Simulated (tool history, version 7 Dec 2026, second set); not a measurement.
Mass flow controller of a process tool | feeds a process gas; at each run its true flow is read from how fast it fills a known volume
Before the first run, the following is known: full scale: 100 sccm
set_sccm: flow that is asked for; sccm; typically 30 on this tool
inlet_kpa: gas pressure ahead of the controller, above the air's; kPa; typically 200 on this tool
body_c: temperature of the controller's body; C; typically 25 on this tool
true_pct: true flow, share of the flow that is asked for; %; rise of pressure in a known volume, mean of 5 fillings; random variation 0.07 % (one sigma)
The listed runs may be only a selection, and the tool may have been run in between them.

run	hour	set_sccm	inlet_kpa	body_c	true_pct
1	0.0	30	200	25	96.10
2	417.8	30	200	25	95.85
3	617.4	46	200	25	96.09
4	908.2	46	200	25	95.96
5	1339.6	30	200	25	95.29
6	1750.5	30	200	25	94.97
7	2000.9	30	200	25	94.85
8	2394.5	30	200	36	95.32
9	2662.4	28	200	25	94.46
10	2972.7	28	200	25	94.23
11	3199.3	30	200	25	94.17
12	3655.2	30	141	25	93.72
13	3969.9	25	200	25	93.35
14	4325.3	60	278	25	95.44
15	4669.5	30	259	23	93.61
16	5030.6	45	174	23	93.81
17	5337.6	17	190	31	91.25
18	5650.7	13	161	25	89.03
19	6078.6	11	206	40	88.56
20	6319.2	12	183	20	87.71
21	6654.7	18	232	30	90.63
# hour 6891.4: controller's zero set anew
22	7012.8	18	232	30	95.17
23	7349.0	18	185	25	94.33
24	7542.1	23	240	39	95.58
25	7909.7	23	240	39	95.33

5 options for the next run, each taken on its own from the tool as it stands now. Forecast them:
A	8352.2	23	163	23	?
B	8352.2	63	149	26	?
C	8352.2	30	163	34	?
D	8352.2	23	151	22	?
E	8352.2	19	149	25	?

run	true_pct
A	93.64
B	94.59
C	94.59
D	93.61
E	93.40
Take away the tool's hidden state, keep each run's random variation, and the runs would have read:
run	true_pct
A	98.71
B	99.19
C	99.49
D	98.68
E	98.62
